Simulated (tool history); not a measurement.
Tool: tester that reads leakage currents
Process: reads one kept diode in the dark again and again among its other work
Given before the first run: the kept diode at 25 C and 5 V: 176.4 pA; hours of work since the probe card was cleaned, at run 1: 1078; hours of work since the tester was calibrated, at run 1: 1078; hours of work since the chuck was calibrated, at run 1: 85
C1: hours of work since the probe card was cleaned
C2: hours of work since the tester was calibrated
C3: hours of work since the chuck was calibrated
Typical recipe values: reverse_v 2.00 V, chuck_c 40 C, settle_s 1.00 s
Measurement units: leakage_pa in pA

run 1 day=0.000 | reverse_v=2.00 chuck_c=40 settle_s=1.00 | C1=1078 C2=1078 C3=85 | leakage_pa=357.68
run 2 day=4.158 | reverse_v=2.00 chuck_c=40 settle_s=1.00 | C1=1136 C2=1136 C3=143 | leakage_pa=357.72
run 3 day=11.942 | reverse_v=2.00 chuck_c=40 settle_s=1.00 | C1=1244 C2=1244 C3=251 | leakage_pa=357.24
run 4 day=17.188 | reverse_v=2.00 chuck_c=40 settle_s=1.00 | C1=1317 C2=1317 C3=324 | leakage_pa=356.29
-- day=21.596 probe card cleaned and baked
run 5 day=22.238 | reverse_v=2.00 chuck_c=22 settle_s=1.00 | C1=9 C2=1385 C3=393 | leakage_pa=79.62
run 6 day=28.854 | reverse_v=2.00 chuck_c=22 settle_s=1.00 | C1=101 C2=1477 C3=485 | leakage_pa=79.75
run 7 day=32.517 | reverse_v=2.00 chuck_c=22 settle_s=1.00 | C1=152 C2=1528 C3=536 | leakage_pa=79.13
run 8 day=36.583 | reverse_v=2.00 chuck_c=48 settle_s=1.00 | C1=208 C2=1584 C3=592 | leakage_pa=645.02
run 9 day=41.117 | reverse_v=2.00 chuck_c=48 settle_s=1.00 | C1=271 C2=1647 C3=655 | leakage_pa=646.14
run 10 day=48.604 | reverse_v=2.00 chuck_c=29 settle_s=1.00 | C1=375 C2=1751 C3=759 | leakage_pa=143.93
run 11 day=56.012 | reverse_v=2.00 chuck_c=21 settle_s=1.00 | C1=478 C2=1854 C3=862 | leakage_pa=72.73
run 12 day=61.962 | reverse_v=2.00 chuck_c=21 settle_s=1.00 | C1=561 C2=1937 C3=945 | leakage_pa=72.75
run 13 day=67.758 | reverse_v=1.89 chuck_c=28 settle_s=2.48 | C1=641 C2=2018 C3=1025 | leakage_pa=127.09
run 14 day=73.838 | reverse_v=18.78 chuck_c=36 settle_s=4.47 | C1=726 C2=2102 C3=1110 | leakage_pa=965.20
run 15 day=78.033 | reverse_v=3.12 chuck_c=32 settle_s=1.00 | C1=784 C2=2160 C3=1168 | leakage_pa=239.55
run 16 day=85.708 | reverse_v=2.00 chuck_c=50 settle_s=1.00 | C1=891 C2=2267 C3=1275 | leakage_pa=742.14
run 17 day=89.521 | reverse_v=2.00 chuck_c=50 settle_s=1.00 | C1=944 C2=2320 C3=1328 | leakage_pa=737.42
run 18 day=96.162 | reverse_v=3.43 chuck_c=28 settle_s=1.35 | C1=1036 C2=2412 C3=1420 | leakage_pa=181.30
run 19 day=100.438 | reverse_v=1.02 chuck_c=47 settle_s=0.77 | C1=1095 C2=2472 C3=1479 | leakage_pa=395.57
run 20 day=106.004 | reverse_v=1.02 chuck_c=47 settle_s=0.77 | C1=1173 C2=2549 C3=1557 | leakage_pa=393.75

Forecast each of these 5 alternatives for the next run:
run A day=112.183 | reverse_v=1.02 chuck_c=47 settle_s=7.90 | C1=1259 C2=2635 C3=1642 | leakage_pa=?
run B day=112.183 | reverse_v=9.65 chuck_c=40 settle_s=1.58 | C1=1259 C2=2635 C3=1642 | leakage_pa=?
run C day=112.183 | reverse_v=1.54 chuck_c=27 settle_s=1.65 | C1=1259 C2=2635 C3=1642 | leakage_pa=?
run D day=112.183 | reverse_v=1.02 chuck_c=47 settle_s=2.15 | C1=1259 C2=2635 C3=1642 | leakage_pa=?
run E day=112.183 | reverse_v=2.00 chuck_c=26 settle_s=1.00 | C1=1259 C2=2635 C3=1642 | leakage_pa=?

run=A leakage_pa=395.25
run=B leakage_pa=881.65
run=C leakage_pa=103.01
run=D leakage_pa=394.37
run=E leakage_pa=111.01
Take away the tool's hidden state, keep each run's random variation, and the runs would have read:
run=A leakage_pa=403.81
run=B leakage_pa=893.50
run=C leakage_pa=104.30
run=D leakage_pa=402.91
run=E leakage_pa=112.01

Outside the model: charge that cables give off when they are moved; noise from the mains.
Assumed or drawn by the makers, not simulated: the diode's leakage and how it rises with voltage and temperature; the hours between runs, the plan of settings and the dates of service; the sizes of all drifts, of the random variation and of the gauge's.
